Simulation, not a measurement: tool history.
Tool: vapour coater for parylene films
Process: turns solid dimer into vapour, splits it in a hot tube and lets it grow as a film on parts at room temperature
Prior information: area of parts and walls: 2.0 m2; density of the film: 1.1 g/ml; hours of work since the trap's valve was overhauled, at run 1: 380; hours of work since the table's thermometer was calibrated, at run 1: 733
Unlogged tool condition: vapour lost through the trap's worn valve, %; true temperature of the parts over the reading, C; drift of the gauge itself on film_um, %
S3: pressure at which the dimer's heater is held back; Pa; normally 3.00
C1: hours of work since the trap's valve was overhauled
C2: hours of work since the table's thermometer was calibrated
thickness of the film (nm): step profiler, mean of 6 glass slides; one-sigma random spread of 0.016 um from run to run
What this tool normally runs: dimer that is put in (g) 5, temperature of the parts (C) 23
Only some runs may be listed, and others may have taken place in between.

{"run": 1, "hour": 0.0, "dimer that is put in (g)": 5, "temperature of the parts (C)": 23, "S3": 3.0, "C1": 380, "C2": 733, "thickness of the film (nm)": 1720}
{"run": 2, "hour": 19.7, "dimer that is put in (g)": 5, "temperature of the parts (C)": 23, "S3": 3.0, "C1": 391, "C2": 743, "thickness of the film (nm)": 1740}
{"run": 3, "hour": 36.8, "dimer that is put in (g)": 5, "temperature of the parts (C)": 23, "S3": 3.0, "C1": 401, "C2": 753, "thickness of the film (nm)": 1750}
{"run": 4, "hour": 62.1, "dimer that is put in (g)": 5, "temperature of the parts (C)": 23, "S3": 3.0, "C1": 415, "C2": 767, "thickness of the film (nm)": 1720}
{"run": 5, "hour": 88.0, "dimer that is put in (g)": 5, "temperature of the parts (C)": 23, "S3": 6.31, "C1": 429, "C2": 781, "thickness of the film (nm)": 1480}
{"run": 6, "hour": 120.5, "dimer that is put in (g)": 5, "temperature of the parts (C)": 23, "S3": 6.31, "C1": 447, "C2": 799, "thickness of the film (nm)": 1450}
{"run": 7, "hour": 135.4, "dimer that is put in (g)": 5, "temperature of the parts (C)": 23, "S3": 6.31, "C1": 456, "C2": 808, "thickness of the film (nm)": 1460}
{"run": 8, "hour": 158.5, "dimer that is put in (g)": 5, "temperature of the parts (C)": 22, "S3": 3.0, "C1": 468, "C2": 820, "thickness of the film (nm)": 1770}
{"run": 9, "hour": 173.6, "dimer that is put in (g)": 5, "temperature of the parts (C)": 22, "S3": 3.0, "C1": 477, "C2": 829, "thickness of the film (nm)": 1800}
{"run": 10, "hour": 197.2, "dimer that is put in (g)": 5, "temperature of the parts (C)": 23, "S3": 8.67, "C1": 490, "C2": 842, "thickness of the film (nm)": 1320}
{"run": 11, "hour": 225.8, "dimer that is put in (g)": 5, "temperature of the parts (C)": 23, "S3": 8.67, "C1": 506, "C2": 858, "thickness of the film (nm)": 1340}
{"run": 12, "hour": 245.9, "dimer that is put in (g)": 5, "temperature of the parts (C)": 23, "S3": 3.0, "C1": 517, "C2": 869, "thickness of the film (nm)": 1730}
{"run": 13, "hour": 275.8, "dimer that is put in (g)": 5, "temperature of the parts (C)": 30, "S3": 3.0, "C1": 533, "C2": 885, "thickness of the film (nm)": 1300}
{"run": 14, "hour": 297.5, "dimer that is put in (g)": 5, "temperature of the parts (C)": 30, "S3": 3.0, "C1": 545, "C2": 897, "thickness of the film (nm)": 1290}
{"hour": 315.0, "done": "trap's valve overhauled"}
{"run": 15, "hour": 321.0, "dimer that is put in (g)": 5, "temperature of the parts (C)": 23, "S3": 3.0, "C1": 3, "C2": 908, "thickness of the film (nm)": 1810}
{"run": 16, "hour": 340.8, "dimer that is put in (g)": 5, "temperature of the parts (C)": 23, "S3": 3.0, "C1": 14, "C2": 919, "thickness of the film (nm)": 1840}
{"run": 17, "hour": 370.3, "dimer that is put in (g)": 5, "temperature of the parts (C)": 23, "S3": 3.0, "C1": 31, "C2": 936, "thickness of the film (nm)": 1810}
{"run": 18, "hour": 399.1, "dimer that is put in (g)": 5, "temperature of the parts (C)": 20, "S3": 3.0, "C1": 47, "C2": 952, "thickness of the film (nm)": 2030}
{"run": 19, "hour": 432.1, "dimer that is put in (g)": 5, "temperature of the parts (C)": 20, "S3": 3.0, "C1": 65, "C2": 970, "thickness of the film (nm)": 1990}
{"run": 20, "hour": 446.6, "dimer that is put in (g)": 5, "temperature of the parts (C)": 20, "S3": 3.0, "C1": 73, "C2": 978, "thickness of the film (nm)": 2020}
{"run": 21, "hour": 460.2, "dimer that is put in (g)": 5, "temperature of the parts (C)": 28, "S3": 3.0, "C1": 81, "C2": 985, "thickness of the film (nm)": 1490}
{"run": 22, "hour": 480.2, "dimer that is put in (g)": 5, "temperature of the parts (C)": 28, "S3": 3.0, "C1": 92, "C2": 997, "thickness of the film (nm)": 1460}
{"run": 23, "hour": 506.4, "dimer that is put in (g)": 5, "temperature of the parts (C)": 28, "S3": 3.0, "C1": 106, "C2": 1011, "thickness of the film (nm)": 1460}
{"hour": 509.7, "done": "table's thermometer calibrated"}
{"run": 24, "hour": 528.1, "dimer that is put in (g)": 5, "temperature of the parts (C)": 28, "S3": 3.0, "C1": 118, "C2": 10, "thickness of the film (nm)": 1450}
{"run": 25, "hour": 558.3, "dimer that is put in (g)": 7, "temperature of the parts (C)": 30, "S3": 5.07, "C1": 134, "C2": 27, "thickness of the film (nm)": 1700}
{"run": 26, "hour": 576.6, "dimer that is put in (g)": 5, "temperature of the parts (C)": 32, "S3": 2.11, "C1": 144, "C2": 37, "thickness of the film (nm)": 1360}
{"run": 27, "hour": 590.0, "dimer that is put in (g)": 5, "temperature of the parts (C)": 32, "S3": 2.11, "C1": 152, "C2": 44, "thickness of the film (nm)": 1370}
{"run": 28, "hour": 612.9, "dimer that is put in (g)": 2, "temperature of the parts (C)": 17, "S3": 3.0, "C1": 165, "C2": 57, "thickness of the film (nm)": 890}
{"run": 29, "hour": 634.2, "dimer that is put in (g)": 2, "temperature of the parts (C)": 24, "S3": 3.66, "C1": 176, "C2": 69, "thickness of the film (nm)": 630}
{"run": 30, "hour": 660.7, "dimer that is put in (g)": 4, "temperature of the parts (C)": 21, "S3": 3.66, "C1": 191, "C2": 84, "thickness of the film (nm)": 1450}
{"hour": 680.0, "done": "table's thermometer calibrated, once more"}
{"run": 31, "hour": 686.3, "dimer that is put in (g)": 5, "temperature of the parts (C)": 23, "S3": 2.38, "C1": 205, "C2": 3, "thickness of the film (nm)": 1880}
{"run": 32, "hour": 707.8, "dimer that is put in (g)": 5, "temperature of the parts (C)": 23, "S3": 3.37, "C1": 217, "C2": 15, "thickness of the film (nm)": 1750}
{"run": 33, "hour": 733.7, "dimer that is put in (g)": 3, "temperature of the parts (C)": 23, "S3": 10.77, "C1": 231, "C2": 30, "thickness of the film (nm)": 800}
{"run": 34, "hour": 752.9, "dimer that is put in (g)": 6, "temperature of the parts (C)": 18, "S3": 10.77, "C1": 242, "C2": 40, "thickness of the film (nm)": 1940}
{"run": 35, "hour": 774.5, "dimer that is put in (g)": 3, "temperature of the parts (C)": 21, "S3": 3.19, "C1": 254, "C2": 52, "thickness of the film (nm)": 1140}
{"run": 36, "hour": 805.9, "dimer that is put in (g)": 5, "temperature of the parts (C)": 23, "S3": 5.73, "C1": 271, "C2": 70, "thickness of the film (nm)": 1540}
{"run": 37, "hour": 819.2, "dimer that is put in (g)": 5, "temperature of the parts (C)": 26, "S3": 8.08, "C1": 278, "C2": 77, "thickness of the film (nm)": 1270}
{"run": 38, "hour": 836.7, "dimer that is put in (g)": 5, "temperature of the parts (C)": 26, "S3": 3.02, "C1": 288, "C2": 87, "thickness of the film (nm)": 1580}
{"run": 39, "hour": 864.4, "dimer that is put in (g)": 5, "temperature of the parts (C)": 26, "S3": 3.02, "C1": 303, "C2": 102, "thickness of the film (nm)": 1610}
{"run": 40, "hour": 890.9, "dimer that is put in (g)": 5, "temperature of the parts (C)": 26, "S3": 6.36, "C1": 318, "C2": 117, "thickness of the film (nm)": 1320}
{"run": 41, "hour": 904.5, "dimer that is put in (g)": 8, "temperature of the parts (C)": 17, "S3": 3.15, "C1": 326, "C2": 124, "thickness of the film (nm)": 3440}
{"run": 42, "hour": 934.0, "dimer that is put in (g)": 8, "temperature of the parts (C)": 17, "S3": 3.15, "C1": 342, "C2": 141, "thickness of the film (nm)": 3420}
{"run": 43, "hour": 962.6, "dimer that is put in (g)": 5, "temperature of the parts (C)": 16, "S3": 3.0, "C1": 358, "C2": 157, "thickness of the film (nm)": 2120}
{"run": 44, "hour": 980.9, "dimer that is put in (g)": 3, "temperature of the parts (C)": 25, "S3": 3.36, "C1": 368, "C2": 167, "thickness of the film (nm)": 970}
{"run": 45, "hour": 1000.5, "dimer that is put in (g)": 3, "temperature of the parts (C)": 25, "S3": 3.36, "C1": 379, "C2": 178, "thickness of the film (nm)": 950}
{"run": 46, "hour": 1014.3, "dimer that is put in (g)": 3, "temperature of the parts (C)": 25, "S3": 3.36, "C1": 387, "C2": 185, "thickness of the film (nm)": 980}

For each run, the measured value with the value that run would have given without the tool's hidden condition subtracted. The run-to-run variation is shared by both, the gauge scatter possibly not:
run=1 thickness_of_the_film_(nm)=-100
run=2 thickness_of_the_film_(nm)=-100
run=3 thickness_of_the_film_(nm)=-110
run=4 thickness_of_the_film_(nm)=-110
run=5 thickness_of_the_film_(nm)=-90
run=6 thickness_of_the_film_(nm)=-100
run=7 thickness_of_the_film_(nm)=-100
run=8 thickness_of_the_film_(nm)=-130
run=9 thickness_of_the_film_(nm)=-130
run=10 thickness_of_the_film_(nm)=-100
run=11 thickness_of_the_film_(nm)=-100
run=12 thickness_of_the_film_(nm)=-140
run=13 thickness_of_the_film_(nm)=-100
run=14 thickness_of_the_film_(nm)=-110
run=15 thickness_of_the_film_(nm)=-30
run=16 thickness_of_the_film_(nm)=-30
run=17 thickness_of_the_film_(nm)=-40
run=18 thickness_of_the_film_(nm)=-40
run=19 thickness_of_the_film_(nm)=-50
run=20 thickness_of_the_film_(nm)=-50
run=21 thickness_of_the_film_(nm)=-40
run=22 thickness_of_the_film_(nm)=-40
run=23 thickness_of_the_film_(nm)=-40
run=24 thickness_of_the_film_(nm)=-60
run=25 thickness_of_the_film_(nm)=-70
run=26 thickness_of_the_film_(nm)=-60
run=27 thickness_of_the_film_(nm)=-60
run=28 thickness_of_the_film_(nm)=-10
run=29 thickness_of_the_film_(nm)=-30
run=30 thickness_of_the_film_(nm)=-70
run=31 thickness_of_the_film_(nm)=-40
run=32 thickness_of_the_film_(nm)=-30
run=33 thickness_of_the_film_(nm)=-20
run=34 thickness_of_the_film_(nm)=-40
run=35 thickness_of_the_film_(nm)=-30
run=36 thickness_of_the_film_(nm)=-40
run=37 thickness_of_the_film_(nm)=-30
run=38 thickness_of_the_film_(nm)=-50
run=39 thickness_of_the_film_(nm)=-50
run=40 thickness_of_the_film_(nm)=-50
run=41 thickness_of_the_film_(nm)=-120
run=42 thickness_of_the_film_(nm)=-130
run=43 thickness_of_the_film_(nm)=-80
run=44 thickness_of_the_film_(nm)=-40
run=45 thickness_of_the_film_(nm)=-40
run=46 thickness_of_the_film_(nm)=-40

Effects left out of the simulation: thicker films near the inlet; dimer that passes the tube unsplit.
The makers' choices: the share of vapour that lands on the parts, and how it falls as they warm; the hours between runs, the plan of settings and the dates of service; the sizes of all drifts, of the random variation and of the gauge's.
